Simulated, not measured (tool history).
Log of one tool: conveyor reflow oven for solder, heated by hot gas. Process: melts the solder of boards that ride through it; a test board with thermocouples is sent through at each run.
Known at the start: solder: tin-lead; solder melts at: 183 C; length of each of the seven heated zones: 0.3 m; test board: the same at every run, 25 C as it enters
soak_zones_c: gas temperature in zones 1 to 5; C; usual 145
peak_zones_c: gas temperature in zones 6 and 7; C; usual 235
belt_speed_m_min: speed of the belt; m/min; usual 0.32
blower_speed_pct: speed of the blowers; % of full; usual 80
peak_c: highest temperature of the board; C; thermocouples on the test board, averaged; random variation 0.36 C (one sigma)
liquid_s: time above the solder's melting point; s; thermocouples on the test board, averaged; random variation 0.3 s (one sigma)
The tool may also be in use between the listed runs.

Run 1, hour 0: usual settings. Result: peak_c 225 C, liquid_s 98.6 s.
Run 2, hour 29.1: usual settings but peak_zones_c 242 C. Result: peak_c 232 C, liquid_s 103.5 s.
Run 3, hour 84: usual settings but peak_zones_c 242 C. Result: peak_c 231.6 C, liquid_s 103.9 s.
Run 4, hour 122.1: usual settings but peak_zones_c 242 C. Result: peak_c 230.8 C, liquid_s 103.7 s.
Run 5, hour 158.8: usual settings but peak_zones_c 242 C, blower_speed_pct 59 % of full. Result: peak_c 227.7 C, liquid_s 100.2 s.
Run 6, hour 186.4: usual settings but peak_zones_c 242 C, belt_speed_m_min 0.323 m/min, blower_speed_pct 59 % of full. Result: peak_c 227.6 C, liquid_s 99 s.
Run 7, hour 237.7: usual settings but peak_zones_c 242 C, belt_speed_m_min 0.323 m/min, blower_speed_pct 59 % of full. Result: peak_c 227.5 C, liquid_s 98.8 s.
Run 8, hour 264.6: usual settings. Result: peak_c 224.2 C, liquid_s 98.2 s.
Run 9, hour 313.5: usual settings but soak_zones_c 156 C. Result: peak_c 224.9 C, liquid_s 104.9 s.
Run 10, hour 367.4: usual settings but peak_zones_c 226 C. Result: peak_c 215.6 C, liquid_s 89.3 s.
At hour 394.9: flux residue cleaned out of gas plates and filters.
Run 11, hour 403.1: usual settings but peak_zones_c 226 C. Result: peak_c 216.5 C, liquid_s 91.4 s.
Run 12, hour 453.5: usual settings but peak_zones_c 226 C, blower_speed_pct 58 % of full. Result: peak_c 213.2 C, liquid_s 85.9 s.
Run 13, hour 499.8: usual settings but soak_zones_c 156 C. Result: peak_c 226.2 C, liquid_s 105.9 s.
Run 14, hour 530.2: usual settings. Result: peak_c 225.1 C, liquid_s 98.5 s.
Run 15, hour 554.7: usual settings. Result: peak_c 224 C, liquid_s 98.5 s.
Run 16, hour 595.3: usual settings but peak_zones_c 232 C, belt_speed_m_min 0.358 m/min. Result: peak_c 218.5 C, liquid_s 82.1 s.
Run 17, hour 645.3: usual settings but soak_zones_c 143 C, belt_speed_m_min 0.288 m/min, blower_speed_pct 55 % of full. Result: peak_c 222.7 C, liquid_s 106.3 s.
Run 18, hour 684.4: usual settings but soak_zones_c 143 C, peak_zones_c 229 C, belt_speed_m_min 0.288 m/min, blower_speed_pct 55 % of full. Result: peak_c 217.4 C, liquid_s 100.7 s.
Run 19, hour 712.4: usual settings but soak_zones_c 143 C, peak_zones_c 229 C, belt_speed_m_min 0.288 m/min, blower_speed_pct 55 % of full. Result: peak_c 216.5 C, liquid_s 100.5 s.
Run 20, hour 736.3: usual settings but soak_zones_c 143 C, peak_zones_c 234 C, belt_speed_m_min 0.319 m/min, blower_speed_pct 55 % of full. Result: peak_c 218.8 C, liquid_s 90.6 s.
Run 21, hour 791.8: usual settings but soak_zones_c 143 C, peak_zones_c 234 C, belt_speed_m_min 0.308 m/min, blower_speed_pct 83 % of full. Result: peak_c 223.4 C, liquid_s 100.8 s.
Run 22, hour 823.5: usual settings but soak_zones_c 143 C, peak_zones_c 234 C, belt_speed_m_min 0.269 m/min, blower_speed_pct 83 % of full. Result: peak_c 225.9 C, liquid_s 118.5 s.
At hour 870.2: flux residue cleaned out of gas plates and filters.
Run 23, hour 881.3: usual settings but soak_zones_c 143 C, peak_zones_c 234 C, belt_speed_m_min 0.269 m/min, blower_speed_pct 83 % of full. Result: peak_c 227.5 C, liquid_s 120.5 s.
Run 24, hour 938.2: usual settings but soak_zones_c 155 C, belt_speed_m_min 0.297 m/min. Result: peak_c 226.5 C, liquid_s 114 s.
Run 25, hour 992: usual settings but soak_zones_c 155 C, belt_speed_m_min 0.297 m/min. Result: peak_c 226.6 C, liquid_s 114.3 s.
Run 26, hour 1031.3: usual settings but soak_zones_c 150 C, belt_speed_m_min 0.354 m/min. Result: peak_c 222.3 C, liquid_s 88.8 s.
Run 27, hour 1082.4: usual settings but soak_zones_c 131 C, peak_zones_c 227 C, belt_speed_m_min 0.281 m/min, blower_speed_pct 87 % of full. Result: peak_c 218.3 C, liquid_s 100.8 s.

Forecast run 28:
Run 28, hour 1128.8: usual settings but soak_zones_c 131 C, peak_zones_c 227 C, belt_speed_m_min 0.281 m/min, blower_speed_pct 87 % of full. Result: peak_c ?, liquid_s ?.

peak_c: 218.3 C
liquid_s: 100.4 s
Without the tool's hidden state the same run would have given peak_c 220.5 C, liquid_s 101.1 s.

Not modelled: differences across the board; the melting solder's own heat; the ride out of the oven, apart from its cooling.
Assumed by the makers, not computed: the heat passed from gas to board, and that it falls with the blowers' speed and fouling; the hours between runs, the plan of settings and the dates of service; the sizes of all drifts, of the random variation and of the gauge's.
